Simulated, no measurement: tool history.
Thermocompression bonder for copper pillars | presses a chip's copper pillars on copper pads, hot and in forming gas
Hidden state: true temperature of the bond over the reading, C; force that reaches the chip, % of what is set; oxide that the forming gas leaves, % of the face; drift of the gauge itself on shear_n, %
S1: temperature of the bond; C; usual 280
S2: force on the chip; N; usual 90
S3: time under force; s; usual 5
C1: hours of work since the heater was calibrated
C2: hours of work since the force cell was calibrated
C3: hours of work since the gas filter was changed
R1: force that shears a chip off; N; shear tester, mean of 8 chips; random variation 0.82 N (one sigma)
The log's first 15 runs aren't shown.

Run 16, day 10.308: usual settings but S3 12 s; C1 721; C2 801; C3 152. Result: R1 84.2 N.
Run 17, day 11.133: usual settings but S3 11 s; C1 734; C2 815; C3 166. Result: R1 82.4 N.
Run 18, day 11.604: usual settings but S3 11 s; C1 742; C2 823; C3 173. Result: R1 83.7 N.
Run 19, day 12.233: usual settings but S2 113 N, S3 12 s; C1 752; C2 833; C3 184. Result: R1 91.5 N.
Run 20, day 13.083: usual settings but S2 113 N, S3 12 s; C1 766; C2 847; C3 198. Result: R1 92.9 N.
Run 21, day 13.533: usual settings but S2 74 N, S3 10 s; C1 774; C2 854; C3 205. Result: R1 75.1 N.
Run 22, day 14.408: usual settings but S1 291 C, S2 55 N; C1 788; C2 869; C3 219. Result: R1 56.7 N.
Run 23, day 15.042: usual settings but S1 295 C, S3 15 s; C1 798; C2 879; C3 230. Result: R1 101.7 N.
Run 24, day 15.825: usual settings but S1 301 C, S2 135 N, S3 6 s; C1 811; C2 892; C3 243. Result: R1 95.5 N.

Run 25 comes next. What will it give?
At day 16.383: forming gas filter changed.
Run 25, day 16.712: usual settings but S1 264 C, S2 84 N, S3 12 s; C1 825; C2 906; C3 5. Result: R1 ?.

Run 25 gave R1 69.9 N.
Without the tool's hidden state the same run would have given R1 70.0 N.

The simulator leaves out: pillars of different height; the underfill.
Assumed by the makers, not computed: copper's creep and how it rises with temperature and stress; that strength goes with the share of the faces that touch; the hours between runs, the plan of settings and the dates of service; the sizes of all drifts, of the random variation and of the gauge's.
